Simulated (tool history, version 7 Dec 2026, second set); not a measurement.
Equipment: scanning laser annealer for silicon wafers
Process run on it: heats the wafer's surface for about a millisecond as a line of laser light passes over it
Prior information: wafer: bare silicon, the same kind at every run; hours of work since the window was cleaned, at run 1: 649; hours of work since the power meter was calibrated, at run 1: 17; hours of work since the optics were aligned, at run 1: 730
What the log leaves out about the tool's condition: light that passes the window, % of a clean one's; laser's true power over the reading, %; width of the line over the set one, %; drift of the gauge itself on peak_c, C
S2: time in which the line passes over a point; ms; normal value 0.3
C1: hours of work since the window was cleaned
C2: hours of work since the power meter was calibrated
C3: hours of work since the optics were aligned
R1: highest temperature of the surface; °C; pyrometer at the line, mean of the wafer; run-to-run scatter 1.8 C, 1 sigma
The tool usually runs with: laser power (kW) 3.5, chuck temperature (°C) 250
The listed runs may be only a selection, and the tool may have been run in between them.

Run 1, hour 0: usual settings; C1 649; C2 17; C3 730. Result: R1 1029 °C.
Run 2, hour 6.2: usual settings; C1 652; C2 20; C3 733. Result: R1 1028 °C.
Run 3, hour 17.1: usual settings; C1 657; C2 25; C3 738. Result: R1 1030 °C.
Run 4, hour 26.5: usual settings but laser power (kW) 3.624; C1 661; C2 29; C3 742. Result: R1 1061 °C.
Run 5, hour 34.7: usual settings but laser power (kW) 3.624; C1 665; C2 33; C3 746. Result: R1 1066 °C.
Run 6, hour 42: usual settings but laser power (kW) 3.624; C1 668; C2 36; C3 749. Result: R1 1064 °C.
Run 7, hour 47.5: usual settings but laser power (kW) 3.624; C1 670; C2 39; C3 752. Result: R1 1067 °C.
Run 8, hour 55.4: usual settings but S2 0.285 ms; C1 674; C2 42; C3 755. Result: R1 1012 °C.
Run 9, hour 61.5: usual settings; C1 677; C2 45; C3 758. Result: R1 1031 °C.
Run 10, hour 71.9: usual settings; C1 681; C2 50; C3 763. Result: R1 1030 °C.
Run 11, hour 79.2: usual settings; C1 685; C2 53; C3 766. Result: R1 1030 °C.
Run 12, hour 86.8: usual settings; C1 688; C2 56; C3 769. Result: R1 1028 °C.
Run 13, hour 94.4: usual settings; C1 691; C2 60; C3 773. Result: R1 1029 °C.
Run 14, hour 105.7: usual settings; C1 696; C2 65; C3 778. Result: R1 1031 °C.
Run 15, hour 112.9: usual settings; C1 700; C2 68; C3 781. Result: R1 1032 °C.
Run 16, hour 121: usual settings; C1 703; C2 72; C3 785. Result: R1 1030 °C.
Run 17, hour 130.5: usual settings; C1 708; C2 76; C3 789. Result: R1 1033 °C.
Run 18, hour 142.2: usual settings but S2 0.376 ms; C1 713; C2 81; C3 794. Result: R1 1115 °C.
Run 19, hour 148.9: usual settings but laser power (kW) 3.106, S2 0.256 ms, chuck temperature (°C) 285; C1 716; C2 84; C3 797. Result: R1 914 °C.
Run 20, hour 154.7: usual settings but laser power (kW) 3.106, S2 0.256 ms, chuck temperature (°C) 285; C1 718; C2 87; C3 800. Result: R1 913 °C.
Run 21, hour 166.5: usual settings but laser power (kW) 3.29, S2 0.274 ms, chuck temperature (°C) 243; C1 724; C2 92; C3 805. Result: R1 939 °C.
Run 22, hour 176.1: usual settings but laser power (kW) 3.698, S2 0.287 ms; C1 728; C2 96; C3 809. Result: R1 1063 °C.
Run 23, hour 186.1: usual settings but laser power (kW) 3.698, S2 0.287 ms; C1 733; C2 101; C3 814. Result: R1 1068 °C.
Run 24, hour 193.9: usual settings but laser power (kW) 3.783, S2 0.244 ms, chuck temperature (°C) 216; C1 736; C2 104; C3 817. Result: R1 995 °C.
Run 25, hour 202.8: usual settings but laser power (kW) 3.368, S2 0.275 ms, chuck temperature (°C) 268; C1 740; C2 108; C3 821. Result: R1 984 °C.
Run 26, hour 212.1: usual settings but laser power (kW) 3.368, S2 0.275 ms, chuck temperature (°C) 268; C1 744; C2 112; C3 826. Result: R1 982 °C.
Run 27, hour 223.9: usual settings but laser power (kW) 3.368, S2 0.275 ms, chuck temperature (°C) 243; C1 750; C2 118; C3 831. Result: R1 959 °C.
Run 28, hour 233.7: usual settings but laser power (kW) 2.992, S2 0.225 ms, chuck temperature (°C) 230; C1 754; C2 122; C3 835. Result: R1 795 °C.
Run 29, hour 245.2: usual settings but laser power (kW) 3.579, S2 0.25 ms, chuck temperature (°C) 247; C1 759; C2 127; C3 840. Result: R1 985 °C.
Run 30, hour 250.6: usual settings but laser power (kW) 3.629, S2 0.373 ms, chuck temperature (°C) 253; C1 762; C2 130; C3 843. Result: R1 1150 °C.
Run 31, hour 258.4: usual settings but laser power (kW) 3.629, S2 0.373 ms, chuck temperature (°C) 253; C1 765; C2 133; C3 846. Result: R1 1148 °C.
Run 32, hour 264: usual settings but laser power (kW) 2.981, S2 0.321 ms, chuck temperature (°C) 281; C1 768; C2 136; C3 849. Result: R1 944 °C.
Run 33, hour 270.9: usual settings but laser power (kW) 3.393, S2 0.217 ms, chuck temperature (°C) 218; C1 771; C2 139; C3 852. Result: R1 867 °C.
Run 34, hour 282.7: usual settings but laser power (kW) 3.393, S2 0.217 ms, chuck temperature (°C) 218; C1 776; C2 144; C3 857. Result: R1 867 °C.

Branching from run 34: 5 alternative next runs. What would each branch give?
Run A, hour 288.2: usual settings but laser power (kW) 3.393, S2 0.35 ms, chuck temperature (°C) 279; C1 778; C2 147; C3 860. Result: R1 ?.
Run B, hour 288.2: usual settings but laser power (kW) 3.027, chuck temperature (°C) 230; C1 778; C2 147; C3 860. Result: R1 ?.
Run C, hour 288.2: usual settings but laser power (kW) 3.178, S2 0.229 ms, chuck temperature (°C) 221; C1 778; C2 147; C3 860. Result: R1 ?.
Run D, hour 288.2: usual settings but laser power (kW) 3.393, S2 0.256 ms, chuck temperature (°C) 218; C1 778; C2 147; C3 860. Result: R1 ?.
Run E, hour 288.2: usual settings but S2 0.21 ms; C1 778; C2 147; C3 860. Result: R1 ?.

run    R1
  A  1084
  B   883
  C   835
  D   917
  E   917
The same runs, with their run-to-run variation unchanged, on a tool lacking any hidden condition would have given:
run    R1
  A  1084
  B   884
  C   836
  D   917
  E   918
